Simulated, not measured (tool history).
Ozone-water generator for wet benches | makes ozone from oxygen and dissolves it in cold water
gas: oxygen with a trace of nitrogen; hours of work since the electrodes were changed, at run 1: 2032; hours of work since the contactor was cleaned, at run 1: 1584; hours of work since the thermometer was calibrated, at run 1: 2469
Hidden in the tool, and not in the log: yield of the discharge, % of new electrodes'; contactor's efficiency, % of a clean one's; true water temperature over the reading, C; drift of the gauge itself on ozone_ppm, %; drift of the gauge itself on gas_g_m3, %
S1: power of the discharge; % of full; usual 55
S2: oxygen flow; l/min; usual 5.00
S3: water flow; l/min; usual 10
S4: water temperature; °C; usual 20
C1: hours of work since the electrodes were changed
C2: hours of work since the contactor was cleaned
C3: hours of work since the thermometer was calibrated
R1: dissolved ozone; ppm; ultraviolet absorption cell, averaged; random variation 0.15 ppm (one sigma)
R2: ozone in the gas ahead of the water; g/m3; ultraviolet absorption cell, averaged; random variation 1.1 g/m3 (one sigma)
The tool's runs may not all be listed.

run    hour  S1    S2  S3  S4    C1    C2    C3    R1     R2
  1     0.0  55  5.00  10  20  2032  1584  2469  17.8  174.3
  2   227.7  55  5.00  10  19  2193  1746  2631  17.8  173.6
  3   354.1  55  5.00  10  19  2283  1835  2720  18.0  169.9
      385.0  -- water thermometer calibrated
  4   493.8  55  5.00  10  19  2382  1934    77  17.8  171.5
  5   589.4  55  5.00  10  19  2450  2002   145  17.9  170.3
  6   711.4  55  5.00  10  13  2537  2089   232  19.9  169.7
  7   870.2  55  5.00  10  13  2649  2202   345  19.7  168.3
  8  1003.2  55  5.00  10  14  2744  2296   439  19.2  169.0
  9  1190.2  41  5.00  10  17  2877  2429   572  15.6  146.0
 10  1301.0  41  5.00  10  17  2955  2508   651  15.5  145.1
 11  1411.8  55  4.41  10  26  3034  2586   729  15.0  179.5
 12  1577.6  55  4.41  10  26  3152  2704   847  15.2  179.1
 13  1790.2  55  4.41  10  26  3303  2855   998  15.1  177.8
 14  1989.8  55  4.41  10  26  3444  2997  1140  15.0  177.1
 15  2218.3  55  3.10   7  26  3607  3159  1302  20.5  212.2
 16  2400.3  42  5.95  10  23  3736  3288  1431  12.9  131.6

Forecast each of these 5 alternatives for the next run:
  A  2628.9  55  7.71  10  20  3898  3451  1594   ?   ?
  B  2628.9  55  5.00  10  15  3898  3451  1594   ?   ?
  C  2628.9  90  4.52   7  23  3898  3451  1594   ?   ?
  D  2628.9  55  2.65  14  20  3898  3451  1594   ?   ?
  E  2628.9  52  5.95  15  15  3898  3451  1594   ?   ?

run    R1     R2
  A  15.1  129.0
  B  18.1  164.5
  C  25.3  216.6
  D  12.4  224.6
  E  12.1  143.5
Without the tool's hidden state the same runs would have given:
run    R1     R2
  A  17.9  146.6
  B  21.5  186.9
  C  31.0  255.5
  D  14.7  255.2
  E  14.3  162.4
